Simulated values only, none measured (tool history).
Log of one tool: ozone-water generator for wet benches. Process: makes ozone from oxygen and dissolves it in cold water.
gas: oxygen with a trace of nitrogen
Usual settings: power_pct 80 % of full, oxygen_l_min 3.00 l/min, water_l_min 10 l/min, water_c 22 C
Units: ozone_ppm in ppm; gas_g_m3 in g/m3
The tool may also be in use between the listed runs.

run,hour,power_pct,oxygen_l_min,water_l_min,water_c,ozone_ppm,gas_g_m3
1,0.0,80,3.00,10,22,33.3,272.8
# hour 29.4: contactor cleaned
2,32.6,80,3.00,10,22,33.6,274.9
3,53.9,80,3.00,10,22,34.1,275.6
4,84.8,80,3.00,10,22,33.6,275.4
5,106.9,80,3.00,10,22,33.6,276.9
6,139.8,80,3.00,10,22,33.5,275.9
7,170.5,80,3.00,10,22,33.4,277.4
8,203.2,80,3.00,10,22,33.4,277.5
9,229.6,80,3.00,10,16,36.8,278.0
10,251.1,59,3.00,10,16,29.2,223.1
11,276.4,59,3.00,10,16,29.6,219.4
12,307.4,80,1.70,10,22,33.2,372.0
13,339.8,80,2.93,10,22,33.7,283.3
14,362.6,80,2.93,10,22,33.8,283.4
15,377.0,80,2.93,10,22,33.8,282.7
16,406.7,80,3.00,10,22,33.7,278.8
17,439.0,76,1.64,10,17,33.1,366.5
18,454.0,70,3.00,10,22,30.1,253.0
19,478.1,87,1.56,10,14,37.6,416.5
# hour 504.0: gauge calibrated
20,511.6,87,2.80,10,14,40.5,301.6
21,540.1,87,2.80,10,14,40.5,302.7
22,564.8,55,1.53,10,22,24.5,294.2
23,589.7,55,1.53,10,22,24.1,292.1
24,607.1,55,1.53,10,22,24.4,293.3
25,624.8,80,1.60,10,22,32.6,377.8
26,652.1,50,3.00,10,18,25.1,194.1
27,668.2,80,2.76,10,22,33.5,286.5
28,684.6,80,3.00,10,18,36.1,276.3
29,717.4,80,3.00,8,18,41.8,278.6
30,735.2,80,3.00,8,18,42.1,277.6
31,768.0,80,3.00,6,22,45.9,277.2
32,786.6,80,2.20,6,20,49.7,329.1

Forecast each of these 5 alternatives for the next run:
A,808.9,87,4.70,10,22,?,?
B,808.9,81,4.17,11,22,?,?
C,808.9,80,3.00,9,22,?,?
D,808.9,41,3.16,6,20,?,?
E,808.9,80,3.95,13,20,?,?

run,ozone_ppm,gas_g_m3
A,34.8,236.2
B,31.3,235.9
C,36.8,277.4
D,28.8,164.2
E,28.3,243.8
Without the tool's hidden state the same runs would have given:
run,ozone_ppm,gas_g_m3
A,34.8,232.2
B,31.4,231.8
C,36.8,272.7
D,28.8,161.3
E,28.3,239.7
